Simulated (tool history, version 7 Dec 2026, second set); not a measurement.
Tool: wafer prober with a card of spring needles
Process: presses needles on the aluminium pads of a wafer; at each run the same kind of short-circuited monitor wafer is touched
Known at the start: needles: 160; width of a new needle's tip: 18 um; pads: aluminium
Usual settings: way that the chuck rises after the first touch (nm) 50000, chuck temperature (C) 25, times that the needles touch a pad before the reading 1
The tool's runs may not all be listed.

| run | hour | way that the chuck rises after the first touch (nm) | chuck temperature (C) | times that the needles touch a pad before the reading | resistance of one needle with its contact and lead (mohm) | way that a needle slides on the pad (nm) |
|---|---|---|---|---|---|---|
| 1 | 0.0 | 50000 | 25 | 1 | 316 | 13030 |
|  | 2.8 | tips cleaned on abrasive film |
|  | 16.4 | tips cleaned on abrasive film |
|  | 27.3 | tips cleaned on abrasive film |
|  | 30.3 | height of the first contact set anew |
|  | 41.2 | tips cleaned on abrasive film |
|  | 52.0 | tips cleaned on abrasive film |
|  | 62.9 | tips cleaned on abrasive film |
|  | 76.5 | tips cleaned on abrasive film |
|  | 90.1 | tips cleaned on abrasive film |
|  | 101.9 | tips cleaned on abrasive film |
| 2 | 101.9 | 50000 | 25 | 1 | 277 | 13050 |
|  | 112.8 | tips cleaned on abrasive film |
|  | 126.4 | tips cleaned on abrasive film |
|  | 140.0 | tips cleaned on abrasive film |
|  | 150.9 | tips cleaned on abrasive film |
|  | 161.8 | tips cleaned on abrasive film |
|  | 172.7 | tips cleaned on abrasive film |
|  | 183.8 | height of the first contact set anew |
|  | 186.6 | tips cleaned on abrasive film |
| 3 | 186.6 | 50000 | 25 | 1 | 274 | 13210 |
|  | 200.1 | tips cleaned on abrasive film |
|  | 211.0 | tips cleaned on abrasive film |
|  | 221.9 | tips cleaned on abrasive film |
|  | 233.6 | tips cleaned on abrasive film |
| 4 | 233.6 | 50000 | 25 | 1 | 272 | 13150 |
|  | 247.2 | tips cleaned on abrasive film |
|  | 258.1 | tips cleaned on abrasive film |
|  | 271.7 | tips cleaned on abrasive film |
|  | 282.6 | tips cleaned on abrasive film |
|  | 296.2 | tips cleaned on abrasive film |
|  | 307.0 | tips cleaned on abrasive film |
| 5 | 310.2 | 50000 | 25 | 1 | 293 | 12990 |
|  | 318.3 | tips cleaned on abrasive film |
|  | 331.9 | tips cleaned on abrasive film |
|  | 337.6 | height of the first contact set anew |
|  | 345.8 | tips cleaned on abrasive film |
|  | 359.4 | tips cleaned on abrasive film |
|  | 370.3 | tips cleaned on abrasive film |
| 6 | 371.3 | 50000 | 35 | 1 | 284 | 13110 |
|  | 382.2 | tips cleaned on abrasive film |
|  | 393.1 | tips cleaned on abrasive film |
|  | 404.0 | tips cleaned on abrasive film |
|  | 417.6 | tips cleaned on abrasive film |
|  | 428.4 | tips cleaned on abrasive film |
|  | 442.0 | tips cleaned on abrasive film |
|  | 455.6 | tips cleaned on abrasive film |
| 7 | 460.8 | 50000 | 35 | 1 | 306 | 13000 |
|  | 468.9 | tips cleaned on abrasive film |
|  | 479.8 | tips cleaned on abrasive film |
|  | 490.9 | height of the first contact set anew |
|  | 493.7 | tips cleaned on abrasive film |
|  | 507.3 | tips cleaned on abrasive film |
|  | 518.2 | tips cleaned on abrasive film |
|  | 531.8 | tips cleaned on abrasive film |
| 8 | 535.4 | 50000 | 25 | 1 | 300 | 13080 |
|  | 543.6 | tips cleaned on abrasive film |
|  | 557.2 | tips cleaned on abrasive film |
|  | 568.1 | tips cleaned on abrasive film |
|  | 581.7 | tips cleaned on abrasive film |
|  | 595.3 | tips cleaned on abrasive film |
|  | 606.1 | tips cleaned on abrasive film |
|  | 617.0 | tips cleaned on abrasive film |
|  | 630.6 | tips cleaned on abrasive film |
| 9 | 631.1 | 50000 | 25 | 1 | 278 | 12970 |
|  | 642.0 | tips cleaned on abrasive film |
|  | 642.3 | height of the first contact set anew |
|  | 653.2 | tips cleaned on abrasive film |
|  | 666.8 | tips cleaned on abrasive film |
|  | 680.4 | tips cleaned on abrasive film |
|  | 691.2 | tips cleaned on abrasive film |
| 10 | 696.2 | 50000 | 25 | 1 | 306 | 13220 |
|  | 704.4 | tips cleaned on abrasive film |
|  | 715.3 | tips cleaned on abrasive film |
|  | 728.9 | tips cleaned on abrasive film |
|  | 739.8 | tips cleaned on abrasive film |
| 11 | 749.1 | 50000 | 25 | 1 | 321 | 13020 |
|  | 751.9 | tips cleaned on abrasive film |
|  | 762.8 | tips cleaned on abrasive film |
|  | 776.4 | tips cleaned on abrasive film |
|  | 787.2 | tips cleaned on abrasive film |
|  | 795.6 | height of the first contact set anew |
|  | 798.4 | tips cleaned on abrasive film |
| 12 | 806.8 | 50000 | 25 | 1 | 318 | 13160 |
|  | 809.6 | tips cleaned on abrasive film |
|  | 820.5 | tips cleaned on abrasive film |
|  | 831.3 | tips cleaned on abrasive film |
|  | 842.2 | tips cleaned on abrasive film |
|  | 855.8 | tips cleaned on abrasive film |
|  | 869.4 | tips cleaned on abrasive film |
| 13 | 872.8 | 50000 | 25 | 1 | 307 | 13090 |
|  | 880.9 | tips cleaned on abrasive film |
|  | 894.5 | tips cleaned on abrasive film |
|  | 908.1 | tips cleaned on abrasive film |
|  | 919.0 | tips cleaned on abrasive film |
|  | 932.6 | tips cleaned on abrasive film |
|  | 946.2 | tips cleaned on abrasive film |
|  | 949.2 | height of the first contact set anew |
|  | 957.4 | tips cleaned on abrasive film |
| 14 | 963.4 | 50000 | 96 | 1 | 327 | 13200 |
|  | 968.9 | tips cleaned on abrasive film |
|  | 982.4 | tips cleaned on abrasive film |
|  | 993.3 | tips cleaned on abrasive film |
|  | 1006.9 | tips cleaned on abrasive film |
|  | 1017.8 | tips cleaned on abrasive film |
| 15 | 1025.6 | 32000 | 27 | 2 | 351 | 8370 |
|  | 1031.1 | tips cleaned on abrasive film |
|  | 1044.6 | tips cleaned on abrasive film |
|  | 1055.5 | tips cleaned on abrasive film |
|  | 1069.1 | tips cleaned on abrasive film |
|  | 1080.0 | tips cleaned on abrasive film |
|  | 1093.3 | tips cleaned on abrasive film |
| 16 | 1093.3 | 32000 | 27 | 2 | 299 | 8160 |
|  | 1101.6 | height of the first contact set anew |
|  | 1104.4 | tips cleaned on abrasive film |
|  | 1115.3 | tips cleaned on abrasive film |
|  | 1128.9 | tips cleaned on abrasive film |
|  | 1139.8 | tips cleaned on abrasive film |
|  | 1153.4 | tips cleaned on abrasive film |
|  | 1164.3 | tips cleaned on abrasive film |
| 17 | 1167.8 | 32000 | 37 | 1 | 352 | 8360 |
|  | 1176.0 | tips cleaned on abrasive film |
|  | 1186.9 | tips cleaned on abrasive film |
|  | 1200.5 | tips cleaned on abrasive film |
|  | 1211.4 | tips cleaned on abrasive film |
|  | 1222.3 | tips cleaned on abrasive film |
|  | 1235.8 | tips cleaned on abrasive film |
|  | 1246.7 | tips cleaned on abrasive film |
|  | 1255.1 | height of the first contact set anew |
|  | 1257.9 | tips cleaned on abrasive film |
| 18 | 1268.3 | 50000 | 53 | 2 | 310 | 13130 |
|  | 1271.1 | tips cleaned on abrasive film |
|  | 1282.0 | tips cleaned on abrasive film |
|  | 1292.9 | tips cleaned on abrasive film |
|  | 1306.4 | tips cleaned on abrasive film |
|  | 1317.3 | tips cleaned on abrasive film |
|  | 1328.2 | tips cleaned on abrasive film |
| 19 | 1338.8 | 50000 | 53 | 2 | 319 | 13130 |
|  | 1341.6 | tips cleaned on abrasive film |
|  | 1355.2 | tips cleaned on abrasive film |
|  | 1366.1 | tips cleaned on abrasive film |
|  | 1379.7 | tips cleaned on abrasive film |
|  | 1390.6 | tips cleaned on abrasive film |
|  | 1401.5 | tips cleaned on abrasive film |
|  | 1407.2 | height of the first contact set anew |
|  | 1412.7 | tips cleaned on abrasive film |
| 20 | 1422.0 | 50000 | 53 | 2 | 315 | 13230 |
|  | 1424.8 | tips cleaned on abrasive film |
|  | 1435.6 | tips cleaned on abrasive film |
|  | 1446.5 | tips cleaned on abrasive film |
|  | 1460.1 | tips cleaned on abrasive film |
|  | 1471.0 | tips cleaned on abrasive film |
| 21 | 1475.0 | 50000 | 53 | 2 | 308 | 13050 |
|  | 1483.2 | tips cleaned on abrasive film |
|  | 1496.8 | tips cleaned on abrasive film |
|  | 1507.7 | tips cleaned on abrasive film |
|  | 1521.3 | tips cleaned on abrasive film |
|  | 1534.8 | tips cleaned on abrasive film |
|  | 1548.4 | tips cleaned on abrasive film |
|  | 1559.3 | tips cleaned on abrasive film |
|  | 1559.6 | height of the first contact set anew |
| 22 | 1569.8 | 50000 | 53 | 2 | 314 | 13240 |

Forecast each of these 3 alternatives for the next run:
|  | 1572.6 | tips cleaned on abrasive film |
|  | 1583.5 | tips cleaned on abrasive film |
|  | 1597.1 | tips cleaned on abrasive film |
|  | 1610.7 | tips cleaned on abrasive film |
|  | 1621.6 | tips cleaned on abrasive film |
|  | 1632.5 | tips cleaned on abrasive film |
|  | 1646.0 | tips cleaned on abrasive film |
| A | 1651.6 | 50000 | 41 | 1 | ? | ? |
|  | 1572.6 | tips cleaned on abrasive film |
|  | 1583.5 | tips cleaned on abrasive film |
|  | 1597.1 | tips cleaned on abrasive film |
|  | 1610.7 | tips cleaned on abrasive film |
|  | 1621.6 | tips cleaned on abrasive film |
|  | 1632.5 | tips cleaned on abrasive film |
|  | 1646.0 | tips cleaned on abrasive film |
| B | 1651.6 | 65000 | 99 | 1 | ? | ? |
|  | 1572.6 | tips cleaned on abrasive film |
|  | 1583.5 | tips cleaned on abrasive film |
|  | 1597.1 | tips cleaned on abrasive film |
|  | 1610.7 | tips cleaned on abrasive film |
|  | 1621.6 | tips cleaned on abrasive film |
|  | 1632.5 | tips cleaned on abrasive film |
|  | 1646.0 | tips cleaned on abrasive film |
| C | 1651.6 | 30000 | 103 | 2 | ? | ? |

| run | resistance of one needle with its contact and lead (mohm) | way that a needle slides on the pad (nm) |
|---|---|---|
| A | 324 | 13110 |
| B | 320 | 16950 |
| C | 382 | 7790 |
Without the tool's hidden state the same runs would have given:
| run | resistance of one needle with its contact and lead (mohm) | way that a needle slides on the pad (nm) |
|---|---|---|
| A | 271 | 13280 |
| B | 288 | 17130 |
| C | 302 | 7970 |
